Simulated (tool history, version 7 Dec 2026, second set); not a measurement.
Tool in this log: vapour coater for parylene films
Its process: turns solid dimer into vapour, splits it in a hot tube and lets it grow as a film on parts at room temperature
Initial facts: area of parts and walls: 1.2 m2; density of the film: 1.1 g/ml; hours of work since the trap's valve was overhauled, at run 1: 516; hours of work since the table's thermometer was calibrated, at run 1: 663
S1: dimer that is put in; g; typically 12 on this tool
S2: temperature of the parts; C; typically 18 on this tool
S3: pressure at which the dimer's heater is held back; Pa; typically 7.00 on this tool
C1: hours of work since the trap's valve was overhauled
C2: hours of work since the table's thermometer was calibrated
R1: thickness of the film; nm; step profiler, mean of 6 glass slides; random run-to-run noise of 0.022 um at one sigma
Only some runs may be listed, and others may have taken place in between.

run 1 hour=0.0 | S1=12 S2=18 S3=7.00 | C1=516 C2=663 | R1=6660
run 2 hour=40.7 | S1=12 S2=29 S3=7.00 | C1=546 C2=692 | R1=4460
run 3 hour=79.1 | S1=10 S2=29 S3=7.00 | C1=574 C2=720 | R1=3730
run 4 hour=112.3 | S1=12 S2=18 S3=7.00 | C1=598 C2=745 | R1=6710
-- hour=129.2 trap's valve overhauled
run 5 hour=153.8 | S1=12 S2=15 S3=7.00 | C1=18 C2=772 | R1=7490
run 6 hour=183.1 | S1=12 S2=26 S3=7.00 | C1=39 C2=793 | R1=5000
run 7 hour=206.8 | S1=12 S2=26 S3=7.00 | C1=57 C2=811 | R1=5050
run 8 hour=248.7 | S1=12 S2=26 S3=7.00 | C1=87 C2=841 | R1=5040
run 9 hour=278.4 | S1=12 S2=26 S3=7.00 | C1=109 C2=863 | R1=5040
run 10 hour=317.1 | S1=12 S2=26 S3=7.00 | C1=137 C2=891 | R1=5060
run 11 hour=335.4 | S1=12 S2=18 S3=7.00 | C1=150 C2=904 | R1=6770
run 12 hour=362.5 | S1=12 S2=18 S3=7.00 | C1=170 C2=924 | R1=6770
run 13 hour=387.1 | S1=12 S2=18 S3=7.00 | C1=188 C2=942 | R1=6780
-- hour=407.1 gauge calibrated
run 14 hour=424.5 | S1=12 S2=18 S3=7.00 | C1=215 C2=969 | R1=6690
run 15 hour=460.1 | S1=12 S2=18 S3=7.00 | C1=241 C2=995 | R1=6670
run 16 hour=482.4 | S1=12 S2=28 S3=7.00 | C1=258 C2=1012 | R1=4630
run 17 hour=517.6 | S1=12 S2=18 S3=7.00 | C1=283 C2=1037 | R1=6710
run 18 hour=561.0 | S1=13 S2=18 S3=7.00 | C1=315 C2=1069 | R1=7280
run 19 hour=580.6 | S1=18 S2=18 S3=7.00 | C1=329 C2=1083 | R1=10120
run 20 hour=608.3 | S1=18 S2=18 S3=7.00 | C1=349 C2=1103 | R1=10050
run 21 hour=647.5 | S1=18 S2=18 S3=7.00 | C1=378 C2=1132 | R1=10110
run 22 hour=682.9 | S1=12 S2=18 S3=9.18 | C1=404 C2=1158 | R1=6310
run 23 hour=724.6 | S1=12 S2=18 S3=7.00 | C1=434 C2=1188 | R1=6740
run 24 hour=761.1 | S1=18 S2=23 S3=7.14 | C1=461 C2=1215 | R1=8410
run 25 hour=786.6 | S1=15 S2=27 S3=2.93 | C1=480 C2=1233 | R1=7600
run 26 hour=809.4 | S1=12 S2=15 S3=3.38 | C1=496 C2=1250 | R1=9090
run 27 hour=838.3 | S1=17 S2=13 S3=10.25 | C1=517 C2=1271 | R1=10540
run 28 hour=860.6 | S1=10 S2=26 S3=6.14 | C1=534 C2=1287 | R1=4400
run 29 hour=889.1 | S1=10 S2=26 S3=6.14 | C1=554 C2=1308 | R1=4350
run 30 hour=914.8 | S1=10 S2=26 S3=6.14 | C1=573 C2=1327 | R1=4410
run 31 hour=940.5 | S1=12 S2=18 S3=2.23 | C1=592 C2=1346 | R1=9080
-- hour=962.7 trap's valve overhauled
run 32 hour=971.2 | S1=5 S2=18 S3=4.75 | C1=6 C2=1365 | R1=3160
run 33 hour=993.6 | S1=13 S2=21 S3=7.00 | C1=22 C2=1381 | R1=6660
run 34 hour=1021.3 | S1=12 S2=18 S3=2.13 | C1=43 C2=1402 | R1=9220
run 35 hour=1057.3 | S1=16 S2=24 S3=7.31 | C1=69 C2=1428 | R1=7370
-- hour=1064.9 gauge calibrated
run 36 hour=1090.4 | S1=13 S2=18 S3=5.24 | C1=93 C2=1452 | R1=7780
run 37 hour=1113.3 | S1=11 S2=18 S3=5.24 | C1=110 C2=1469 | R1=6530
run 38 hour=1139.1 | S1=12 S2=18 S3=7.35 | C1=129 C2=1488 | R1=6630
run 39 hour=1161.2 | S1=12 S2=18 S3=3.12 | C1=145 C2=1504 | R1=8200
run 40 hour=1196.9 | S1=12 S2=18 S3=3.12 | C1=171 C2=1530 | R1=8200
run 41 hour=1225.4 | S1=19 S2=18 S3=6.12 | C1=192 C2=1551 | R1=10920
run 42 hour=1267.8 | S1=6 S2=18 S3=7.27 | C1=223 C2=1582 | R1=3330
run 43 hour=1302.6 | S1=9 S2=20 S3=7.00 | C1=248 C2=1607 | R1=4710
run 44 hour=1328.0 | S1=12 S2=18 S3=4.64 | C1=266 C2=1625 | R1=7480
run 45 hour=1346.1 | S1=12 S2=18 S3=4.64 | C1=280 C2=1639 | R1=7510
run 46 hour=1370.6 | S1=5 S2=17 S3=5.99 | C1=298 C2=1657 | R1=3050

What if the next run were any one of these 4? Each begins from the tool's condition after run 46:
run A hour=1401.9 | S1=21 S2=17 S3=4.74 | C1=320 C2=1679 | R1=?
run B hour=1401.9 | S1=12 S2=18 S3=7.59 | C1=320 C2=1679 | R1=?
run C hour=1401.9 | S1=5 S2=27 S3=5.99 | C1=320 C2=1679 | R1=?
run D hour=1401.9 | S1=13 S2=17 S3=5.97 | C1=320 C2=1679 | R1=?

run=A R1=13570
run=B R1=6660
run=C R1=2110
run=D R1=7900
With no hidden state in the tool, these same runs would have given:
run=A R1=13310
run=B R1=6530
run=C R1=2070
run=D R1=7750

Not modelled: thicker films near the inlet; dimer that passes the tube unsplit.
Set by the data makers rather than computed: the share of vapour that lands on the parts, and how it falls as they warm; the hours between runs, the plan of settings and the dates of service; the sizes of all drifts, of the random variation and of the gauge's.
